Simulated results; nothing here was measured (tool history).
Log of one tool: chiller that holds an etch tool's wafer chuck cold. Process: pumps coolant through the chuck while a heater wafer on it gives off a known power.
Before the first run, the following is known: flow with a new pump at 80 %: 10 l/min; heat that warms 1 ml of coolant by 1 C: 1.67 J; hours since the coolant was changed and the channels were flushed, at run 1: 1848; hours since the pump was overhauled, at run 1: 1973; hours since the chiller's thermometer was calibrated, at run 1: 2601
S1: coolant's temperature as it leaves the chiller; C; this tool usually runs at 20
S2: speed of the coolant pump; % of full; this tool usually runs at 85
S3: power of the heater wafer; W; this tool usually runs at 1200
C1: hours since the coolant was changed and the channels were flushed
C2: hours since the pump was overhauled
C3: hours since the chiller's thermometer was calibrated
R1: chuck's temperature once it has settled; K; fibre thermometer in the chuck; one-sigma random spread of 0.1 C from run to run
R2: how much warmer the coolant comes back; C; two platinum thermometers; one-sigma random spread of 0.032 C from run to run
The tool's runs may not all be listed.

run 1 hour=0.0 | S1=20 S2=85 S3=1200 | C1=1848 C2=1973 C3=2601 | R1=302.45 R2=4.09
run 2 hour=72.2 | S1=20 S2=85 S3=1200 | C1=1920 C2=2045 C3=2673 | R1=302.65 R2=4.04
run 3 hour=145.1 | S1=20 S2=85 S3=1490 | C1=1993 C2=2118 C3=2746 | R1=304.95 R2=5.09
run 4 hour=198.4 | S1=20 S2=85 S3=1490 | C1=2046 C2=2172 C3=2799 | R1=304.85 R2=5.15
run 5 hour=280.8 | S1=20 S2=85 S3=1555 | C1=2129 C2=2254 C3=2881 | R1=305.25 R2=5.37
run 6 hour=343.8 | S1=20 S2=85 S3=1555 | C1=2192 C2=2317 C3=2944 | R1=305.35 R2=5.36
run 7 hour=384.4 | S1=20 S2=85 S3=1555 | C1=2232 C2=2358 C3=2985 | R1=305.45 R2=5.49
run 8 hour=440.0 | S1=20 S2=85 S3=1555 | C1=2288 C2=2413 C3=3041 | R1=305.25 R2=5.48
run 9 hour=524.6 | S1=20 S2=85 S3=1200 | C1=2372 C2=2498 C3=3125 | R1=302.65 R2=4.26
run 10 hour=617.2 | S1=20 S2=85 S3=1200 | C1=2465 C2=2590 C3=3218 | R1=302.55 R2=4.28
run 11 hour=670.2 | S1=20 S2=85 S3=1200 | C1=2518 C2=2643 C3=3271 | R1=302.45 R2=4.29
run 12 hour=762.4 | S1=20 S2=85 S3=1200 | C1=2610 C2=2736 C3=3363 | R1=302.55 R2=4.34
run 13 hour=855.6 | S1=20 S2=85 S3=1200 | C1=2703 C2=2829 C3=3456 | R1=302.65 R2=4.40
run 14 hour=903.9 | S1=20 S2=85 S3=1200 | C1=2752 C2=2877 C3=3504 | R1=302.75 R2=4.43
-- hour=954.1 gauge calibrated
run 15 hour=962.2 | S1=20 S2=66 S3=1200 | C1=2810 C2=2935 C3=3563 | R1=304.05 R2=5.25
run 16 hour=1051.7 | S1=30 S2=85 S3=826 | C1=2899 C2=3025 C3=3652 | R1=309.55 R2=2.85
run 17 hour=1099.1 | S1=30 S2=85 S3=826 | C1=2947 C2=3072 C3=3700 | R1=309.95 R2=2.83
run 18 hour=1150.1 | S1=30 S2=85 S3=826 | C1=2998 C2=3123 C3=3751 | R1=309.65 R2=2.88
run 19 hour=1195.2 | S1=14 S2=85 S3=1200 | C1=3043 C2=3168 C3=3796 | R1=296.55 R2=4.12
-- hour=1234.7 chiller's thermometer calibrated
run 20 hour=1249.6 | S1=17 S2=85 S3=1200 | C1=3096 C2=3222 C3=15 | R1=299.55 R2=4.16
run 21 hour=1314.0 | S1=17 S2=85 S3=1200 | C1=3161 C2=3286 C3=79 | R1=299.35 R2=4.24
run 22 hour=1395.9 | S1=17 S2=85 S3=1200 | C1=3243 C2=3368 C3=161 | R1=299.35 R2=4.20
run 23 hour=1486.9 | S1=14 S2=85 S3=1696 | C1=3334 C2=3459 C3=252 | R1=300.55 R2=5.92
run 24 hour=1575.6 | S1=14 S2=61 S3=1773 | C1=3422 C2=3548 C3=341 | R1=304.25 R2=8.61
run 25 hour=1651.9 | S1=14 S2=61 S3=1773 | C1=3499 C2=3624 C3=417 | R1=304.05 R2=8.64
run 26 hour=1741.6 | S1=28 S2=65 S3=1200 | C1=3588 C2=3714 C3=507 | R1=312.25 R2=5.60

How would selected steps in R2 from run to run divide? Give the signed amount a tool lacking its hidden state would still show from settings, what came in and random variation, and the signed amount left for the hidden state, including any gauge scatter that is not in both of the compared results.
Unlogged tool condition in this case: heat passed by the chuck's channels, % of clean ones'; flow at a given pump speed, % of a new pump's; coolant's true temperature over the reading, C; drift of the gauge itself on chuck_c, C; drift of the gauge itself on warmer_back_c, C.
Run 14 -> 15: S2 85 -> 66, gauge calibrated. R2 +0.82 C: hidden state -0.32, all else +1.14.
Run 23 -> 24: S2 85 -> 61, S3 1696 -> 1773. R2 +2.69 C: hidden state +0.05, all else +2.64.
Run 25 -> 26: S1 14 -> 28, S2 61 -> 65, S3 1773 -> 1200. R2 -3.04 C: hidden state +0.02, all else -3.06.

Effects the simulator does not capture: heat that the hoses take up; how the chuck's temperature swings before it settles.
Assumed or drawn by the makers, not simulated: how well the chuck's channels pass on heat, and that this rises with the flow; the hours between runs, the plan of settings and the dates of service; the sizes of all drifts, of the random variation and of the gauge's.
